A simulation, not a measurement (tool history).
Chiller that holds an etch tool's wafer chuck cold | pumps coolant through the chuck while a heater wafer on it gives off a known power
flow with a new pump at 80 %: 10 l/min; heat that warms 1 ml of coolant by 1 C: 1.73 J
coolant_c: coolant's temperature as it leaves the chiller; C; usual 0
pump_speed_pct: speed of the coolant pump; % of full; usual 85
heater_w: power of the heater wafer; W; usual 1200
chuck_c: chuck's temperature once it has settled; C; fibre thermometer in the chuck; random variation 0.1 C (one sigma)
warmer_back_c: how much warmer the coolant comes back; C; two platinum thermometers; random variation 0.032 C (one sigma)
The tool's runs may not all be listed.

Run 1, hour 0: usual settings. Result: chuck_c 9 C, warmer_back_c 4.02 C.
Run 2, hour 27: usual settings. Result: chuck_c 9.1 C, warmer_back_c 3.96 C.
Run 3, hour 58.4: usual settings. Result: chuck_c 9.3 C, warmer_back_c 3.99 C.
Run 4, hour 73.2: usual settings but pump_speed_pct 69 % of full. Result: chuck_c 10.9 C, warmer_back_c 4.96 C.
Run 5, hour 96: usual settings but pump_speed_pct 69 % of full. Result: chuck_c 11.1 C, warmer_back_c 4.99 C.
Run 6, hour 126.6: usual settings but heater_w 1027 W. Result: chuck_c 7.7 C, warmer_back_c 3.45 C.
Run 7, hour 143.6: usual settings but heater_w 1027 W. Result: chuck_c 8 C, warmer_back_c 3.47 C.
Run 8, hour 175: usual settings but coolant_c -7 C. Result: chuck_c 2.3 C, warmer_back_c 3.98 C.
At hour 178.8: chiller's thermometer calibrated.
Run 9, hour 194: usual settings but coolant_c -7 C, heater_w 1599 W. Result: chuck_c 5.6 C, warmer_back_c 5.36 C.
Run 10, hour 210.6: usual settings but coolant_c 8 C. Result: chuck_c 17.3 C, warmer_back_c 3.99 C.
Run 11, hour 240.3: usual settings but coolant_c 8 C. Result: chuck_c 17.4 C, warmer_back_c 4.01 C.
Run 12, hour 267.5: usual settings but coolant_c 8 C. Result: chuck_c 17.6 C, warmer_back_c 4.03 C.
Run 13, hour 289.3: usual settings but coolant_c 8 C. Result: chuck_c 17.6 C, warmer_back_c 4.07 C.
At hour 296.8: coolant pump overhauled.
Run 14, hour 324.3: usual settings but coolant_c 8 C. Result: chuck_c 17.3 C, warmer_back_c 4.09 C.
Run 15, hour 346.3: usual settings but coolant_c 8 C. Result: chuck_c 17.6 C, warmer_back_c 4.12 C.
Run 16, hour 379.8: usual settings but coolant_c 8 C. Result: chuck_c 17.5 C, warmer_back_c 4.08 C.
Run 17, hour 407.8: usual settings but coolant_c -2 C, pump_speed_pct 60 % of full, heater_w 707 W. Result: chuck_c 5.8 C, warmer_back_c 3.37 C.
Run 18, hour 429.1: usual settings but coolant_c -2 C, pump_speed_pct 60 % of full, heater_w 707 W. Result: chuck_c 5.5 C, warmer_back_c 3.39 C.
Run 19, hour 458.2: usual settings but coolant_c 4 C, pump_speed_pct 90 % of full, heater_w 1435 W. Result: chuck_c 14.7 C, warmer_back_c 4.61 C.
Run 20, hour 485.1: usual settings but coolant_c 4 C, pump_speed_pct 90 % of full, heater_w 1435 W. Result: chuck_c 15.1 C, warmer_back_c 4.65 C.
At hour 505: coolant pump overhauled, once more.
Run 21, hour 521.3: usual settings but coolant_c -1 C, pump_speed_pct 69 % of full, heater_w 612 W. Result: chuck_c 4.6 C, warmer_back_c 2.39 C.
Run 22, hour 543.8: usual settings but coolant_c -1 C, pump_speed_pct 69 % of full, heater_w 612 W. Result: chuck_c 4.6 C, warmer_back_c 2.44 C.
Run 23, hour 570.5: usual settings but coolant_c 4 C, heater_w 1234 W. Result: chuck_c 13.7 C, warmer_back_c 4 C.
Run 24, hour 591.5: usual settings but coolant_c 4 C, heater_w 1234 W. Result: chuck_c 13.4 C, warmer_back_c 4.02 C.
Run 25, hour 612.5: usual settings but coolant_c 4 C, heater_w 1234 W. Result: chuck_c 13.6 C, warmer_back_c 3.99 C.
Run 26, hour 646: usual settings but coolant_c -7 C, heater_w 1234 W. Result: chuck_c 2.6 C, warmer_back_c 4.01 C.
Run 27, hour 678.7: usual settings but coolant_c 7 C, pump_speed_pct 68 % of full, heater_w 1223 W. Result: chuck_c 18.4 C, warmer_back_c 4.97 C.
Run 28, hour 705.7: usual settings but coolant_c -10 C, pump_speed_pct 69 % of full, heater_w 1396 W. Result: chuck_c 2.8 C, warmer_back_c 5.52 C.
Run 29, hour 723.2: usual settings but coolant_c -10 C, pump_speed_pct 69 % of full, heater_w 1396 W. Result: chuck_c 3 C, warmer_back_c 5.5 C.
Run 30, hour 756.7: usual settings but coolant_c -2 C, pump_speed_pct 69 % of full, heater_w 1179 W. Result: chuck_c 8.7 C, warmer_back_c 4.69 C.
Run 31, hour 779.9: usual settings but coolant_c -2 C, pump_speed_pct 69 % of full, heater_w 1179 W. Result: chuck_c 9.3 C, warmer_back_c 4.77 C.

5 ways to go on from here, each from the tool as it stands after run 31. What would each give?
Run A, hour 804.2: usual settings but pump_speed_pct 80 % of full. Result: chuck_c ?, warmer_back_c ?.
Run B, hour 804.2: usual settings but coolant_c 9 C, pump_speed_pct 75 % of full, heater_w 801 W. Result: chuck_c ?, warmer_back_c ?.
Run C, hour 804.2: usual settings but coolant_c 8 C, heater_w 969 W. Result: chuck_c ?, warmer_back_c ?.
Run D, hour 804.2: usual settings but coolant_c -10 C, pump_speed_pct 81 % of full. Result: chuck_c ?, warmer_back_c ?.
Run E, hour 804.2: usual settings but pump_speed_pct 71 % of full, heater_w 934 W. Result: chuck_c ?, warmer_back_c ?.

run  chuck_c  warmer_back_c
  A      9.7           4.16
  B     15.9           2.93
  C     15.5           3.12
  D     -0.2           4.13
  E      8.3           3.68
Without the tool's hidden state the same runs would have given:
run  chuck_c  warmer_back_c
  A      9.1           4.16
  B     15.5           2.93
  C     15.1           3.12
  D     -0.8           4.13
  E      7.9           3.68
